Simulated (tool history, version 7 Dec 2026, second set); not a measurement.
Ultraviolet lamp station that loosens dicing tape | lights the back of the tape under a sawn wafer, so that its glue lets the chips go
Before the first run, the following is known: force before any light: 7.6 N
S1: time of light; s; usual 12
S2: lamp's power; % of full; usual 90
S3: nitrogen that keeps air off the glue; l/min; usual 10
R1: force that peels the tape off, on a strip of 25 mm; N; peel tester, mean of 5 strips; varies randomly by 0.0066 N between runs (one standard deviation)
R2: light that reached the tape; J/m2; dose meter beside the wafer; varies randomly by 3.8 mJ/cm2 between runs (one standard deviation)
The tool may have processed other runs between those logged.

{"run": 1, "day": 0.0, "S1": 12, "S2": 90, "S3": 10, "R1": 0.263, "R2": 5860}
{"run": 2, "day": 0.683, "S1": 12, "S2": 90, "S3": 10, "R1": 0.253, "R2": 5790}
{"run": 3, "day": 1.254, "S1": 12, "S2": 90, "S3": 10, "R1": 0.263, "R2": 5770}
{"run": 4, "day": 1.9, "S1": 12, "S2": 90, "S3": 10, "R1": 0.261, "R2": 5770}
{"run": 5, "day": 2.558, "S1": 12, "S2": 90, "S3": 10, "R1": 0.271, "R2": 5690}
{"run": 6, "day": 3.262, "S1": 6, "S2": 90, "S3": 10, "R1": 1.223, "R2": 2850}
{"run": 7, "day": 3.725, "S1": 6, "S2": 90, "S3": 10, "R1": 1.249, "R2": 2830}
{"run": 8, "day": 4.321, "S1": 6, "S2": 90, "S3": 10, "R1": 1.22, "R2": 2780}
{"run": 9, "day": 4.946, "S1": 6, "S2": 90, "S3": 10, "R1": 1.261, "R2": 2800}
{"run": 10, "day": 5.633, "S1": 12, "S2": 90, "S3": 12, "R1": 0.259, "R2": 5600}
{"run": 11, "day": 6.362, "S1": 12, "S2": 90, "S3": 9, "R1": 0.303, "R2": 5550}
{"run": 12, "day": 6.85, "S1": 12, "S2": 90, "S3": 9, "R1": 0.313, "R2": 5570}
{"run": 13, "day": 7.504, "S1": 12, "S2": 90, "S3": 9, "R1": 0.314, "R2": 5540}
{"run": 14, "day": 7.846, "S1": 12, "S2": 90, "S3": 9, "R1": 0.317, "R2": 5430}
{"run": 15, "day": 8.446, "S1": 16, "S2": 90, "S3": 10, "R1": 0.175, "R2": 7250}
{"run": 16, "day": 9.117, "S1": 16, "S2": 90, "S3": 10, "R1": 0.171, "R2": 7270}
{"run": 17, "day": 9.729, "S1": 9, "S2": 90, "S3": 10, "R1": 0.604, "R2": 4050}
{"run": 18, "day": 10.108, "S1": 9, "S2": 90, "S3": 10, "R1": 0.594, "R2": 4110}
{"run": 19, "day": 10.433, "S1": 12, "S2": 70, "S3": 10, "R1": 0.549, "R2": 4210}
{"run": 20, "day": 10.925, "S1": 12, "S2": 70, "S3": 10, "R1": 0.558, "R2": 4170}
{"run": 21, "day": 11.562, "S1": 12, "S2": 70, "S3": 10, "R1": 0.569, "R2": 4200}
{"run": 22, "day": 12.025, "S1": 12, "S2": 70, "S3": 10, "R1": 0.56, "R2": 4100}
{"run": 23, "day": 12.754, "S1": 11, "S2": 75, "S3": 10, "R1": 0.604, "R2": 4030}
{"run": 24, "day": 13.221, "S1": 9, "S2": 90, "S3": 3, "R1": 1.289, "R2": 3930}
{"run": 25, "day": 13.546, "S1": 18, "S2": 90, "S3": 10, "R1": 0.149, "R2": 7970}
{"run": 26, "day": 14.171, "S1": 18, "S2": 90, "S3": 10, "R1": 0.158, "R2": 7870}
{"run": 27, "day": 14.525, "S1": 18, "S2": 90, "S3": 10, "R1": 0.153, "R2": 7840}
{"run": 28, "day": 15.025, "S1": 7, "S2": 69, "S3": 3, "R1": 2.699, "R2": 2360}
{"run": 29, "day": 15.592, "S1": 8, "S2": 73, "S3": 18, "R1": 0.991, "R2": 2830}
{"run": 30, "day": 16.321, "S1": 12, "S2": 62, "S3": 10, "R1": 0.815, "R2": 3540}
{"run": 31, "day": 17.042, "S1": 12, "S2": 98, "S3": 13, "R1": 0.238, "R2": 5600}
{"run": 32, "day": 17.742, "S1": 12, "S2": 98, "S3": 13, "R1": 0.249, "R2": 5530}
{"run": 33, "day": 18.175, "S1": 12, "S2": 71, "S3": 10, "R1": 0.635, "R2": 3990}
{"run": 34, "day": 18.608, "S1": 14, "S2": 64, "S3": 5, "R1": 0.829, "R2": 4170}
{"run": 35, "day": 19.212, "S1": 12, "S2": 92, "S3": 20, "R1": 0.247, "R2": 5130}
{"run": 36, "day": 19.638, "S1": 12, "S2": 85, "S3": 5, "R1": 0.673, "R2": 4710}
{"run": 37, "day": 20.333, "S1": 13, "S2": 90, "S3": 19, "R1": 0.217, "R2": 5390}
{"day": 20.625, "done": "window cleaned of glue's vapour"}
{"run": 38, "day": 20.758, "S1": 9, "S2": 62, "S3": 19, "R1": 0.816, "R2": 3050}
{"run": 39, "day": 21.221, "S1": 9, "S2": 62, "S3": 19, "R1": 0.825, "R2": 3080}
{"run": 40, "day": 21.933, "S1": 10, "S2": 96, "S3": 8, "R1": 0.375, "R2": 5220}
{"run": 41, "day": 22.529, "S1": 10, "S2": 96, "S3": 8, "R1": 0.393, "R2": 5240}
{"run": 42, "day": 22.904, "S1": 12, "S2": 75, "S3": 12, "R1": 0.366, "R2": 4890}

5 ways to go on from here, each from the tool as it stands after run 42. What would each give?
{"run": "A", "day": 23.583, "S1": 8, "S2": 78, "S3": 12, "R1": "?", "R2": "?"}
{"run": "B", "day": 23.583, "S1": 8, "S2": 90, "S3": 4, "R1": "?", "R2": "?"}
{"run": "C", "day": 23.583, "S1": 12, "S2": 93, "S3": 10, "R1": "?", "R2": "?"}
{"run": "D", "day": 23.583, "S1": 12, "S2": 76, "S3": 10, "R1": "?", "R2": "?"}
{"run": "E", "day": 23.583, "S1": 18, "S2": 68, "S3": 11, "R1": "?", "R2": "?"}

run=A R1=0.806 R2=3330
run=B R1=1.103 R2=3890
run=C R1=0.248 R2=6030
run=D R1=0.393 R2=4910
run=E R1=0.195 R2=6610
Had the tool no hidden state, the same runs would have come out as:
run=A R1=0.664 R2=3650
run=B R1=0.931 R2=4260
run=C R1=0.205 R2=6610
run=D R1=0.319 R2=5380
run=E R1=0.167 R2=7240
